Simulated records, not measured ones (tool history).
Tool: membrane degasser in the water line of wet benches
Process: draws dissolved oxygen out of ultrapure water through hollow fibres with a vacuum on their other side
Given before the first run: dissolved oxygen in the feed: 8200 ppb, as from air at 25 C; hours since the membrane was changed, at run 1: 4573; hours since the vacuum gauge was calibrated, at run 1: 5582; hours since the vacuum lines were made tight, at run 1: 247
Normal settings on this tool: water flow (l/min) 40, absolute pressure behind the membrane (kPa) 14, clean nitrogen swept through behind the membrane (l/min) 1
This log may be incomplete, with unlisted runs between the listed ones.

run,hour,water flow (l/min),absolute pressure behind the membrane (kPa),clean nitrogen swept through behind the membrane (l/min),hours since the membrane was changed,hours since the vacuum gauge was calibrated,hours since the vacuum lines were made tight,dissolved oxygen in the water behind the degasser (ppb),pressure that the water loses in the fibres (kPa)
1,0,40,14,1,4573,5582,247,1107.5,26.22
2,123,40,14,1,4696,5705,370,1064.2,25.85
3,204.2,40,14,1,4777,5787,451,1097,25.89
4,328.5,30,14,1,4902,5911,576,837.4,19.62
5,411,30,14,1,4984,5993,658,816.9,19.5
6,498.9,30,14,1,5072,6081,746,838.4,19.57
7,565.7,30,14,1,5139,6148,813,831.4,19.68
# hour 655.5: vacuum gauge calibrated
8,676.4,30,14,1,5249,21,923,813.4,19.6
9,788.5,30,14,1,5361,133,1035,808.7,19.59
10,863.8,30,14,1,5436,208,1110,831.3,19.82
11,975.7,30,14,1,5548,320,1222,811.8,19.65
12,1059.2,40,14,1,5632,404,1306,1052.9,26.04
13,1184.2,40,14,1,5757,529,1431,1099.7,26.02
14,1293.1,40,9.9,1,5866,638,1540,805,26.2
15,1376.2,40,9.9,1,5949,721,1623,793.5,26.2
16,1462.7,34,18.1,0.45,6035,807,1709,1819.7,22.05
17,1551.5,34,18.1,0.45,6124,896,1798,1775.6,22.34
18,1635.4,34,11.8,2.29,6208,980,1882,522.2,22.12
19,1694.1,27,29.3,1,6267,1039,1941,1433.3,17.97
20,1820,27,29.3,1,6393,1165,2067,1437.3,17.49
21,1934.8,27,29.3,1,6507,1279,2181,1417.2,17.7
22,1996.5,40,24.5,0.59,6569,1341,2243,2273.3,26.5
23,2117.5,56,10.7,1.65,6690,1462,2364,980.1,37
24,2182.4,40,14.4,1,6755,1527,2429,1099.3,26.31
25,2294.6,40,14,0.46,6867,1639,2541,1614.6,26.51
26,2350.8,51,14,0.94,6923,1695,2597,1389.6,33.55

Consider 4 possible next runs. They are alternatives, not a sequence: every one starts from the tool as it was left by run 26. What does each give?
A,2452.3,51,30.3,0.69,7025,1797,2699,?,?
B,2452.3,27,14,1,7025,1797,2699,?,?
C,2452.3,40,14,0.57,7025,1797,2699,?,?
D,2452.3,46,14,1,7025,1797,2699,?,?

run,dissolved oxygen in the water behind the degasser (ppb),pressure that the water loses in the fibres (kPa)
A,2820.5,33.75
B,738.6,17.98
C,1445.8,26.1
D,1232.6,30.11
Stripped of hidden state, with their random variation kept, the same runs would have yielded:
run,dissolved oxygen in the water behind the degasser (ppb),pressure that the water loses in the fibres (kPa)
A,2792.2,32.56
B,713.6,17.35
C,1411.4,25.17
D,1191.7,29.05
